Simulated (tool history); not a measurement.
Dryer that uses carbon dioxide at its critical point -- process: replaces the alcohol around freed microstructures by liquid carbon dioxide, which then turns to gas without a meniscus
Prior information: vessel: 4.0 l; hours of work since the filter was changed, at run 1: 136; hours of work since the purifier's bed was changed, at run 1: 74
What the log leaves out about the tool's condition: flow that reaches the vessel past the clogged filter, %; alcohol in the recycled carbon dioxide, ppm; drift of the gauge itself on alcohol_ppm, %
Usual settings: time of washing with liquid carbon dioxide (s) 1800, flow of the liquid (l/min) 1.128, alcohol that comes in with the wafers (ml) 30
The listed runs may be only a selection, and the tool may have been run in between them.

| run | day | time of washing with liquid carbon dioxide (s) | flow of the liquid (l/min) | alcohol that comes in with the wafers (ml) | hours of work since the filter was changed | hours of work since the purifier's bed was changed | alcohol left in the vessel before it's heated (ppm by volume) |
|---|---|---|---|---|---|---|---|
| 1 | 0 | 1800 | 1.128 | 30 | 136 | 74 | 40 |
| 2 | 1.142 | 1800 | 1.128 | 44 | 145 | 83 | 30 |
| 3 | 1.758 | 1800 | 1.128 | 44 | 150 | 88 | 39 |
| 4 | 2.529 | 1800 | 1.128 | 30 | 156 | 94 | 27 |
| 5 | 3.504 | 1800 | 1.128 | 30 | 164 | 102 | 35 |
| 6 | 4.308 | 1800 | 1.128 | 30 | 170 | 108 | 44 |
| 7 | 5.229 | 1560 | 1.57 | 37 | 177 | 116 | 35 |
| 8 | 6.233 | 1500 | 0.99 | 34 | 185 | 124 | 81 |
| 9 | 7.129 | 1500 | 0.99 | 34 | 193 | 131 | 89 |
| 10 | 8.15 | 1500 | 0.99 | 34 | 201 | 139 | 100 |
| 11 | 8.771 | 1500 | 0.99 | 34 | 206 | 144 | 88 |

The same runs without the tool's hidden state, with the same run-to-run variation:
| run | alcohol left in the vessel before it's heated (ppm by volume) |
|---|---|
| 1 | 20 |
| 2 | 7 |
| 3 | 16 |
| 4 | 2 |
| 5 | 8 |
| 6 | 16 |
| 7 | 6 |
| 8 | 45 |
| 9 | 50 |
| 10 | 60 |
| 11 | 47 |
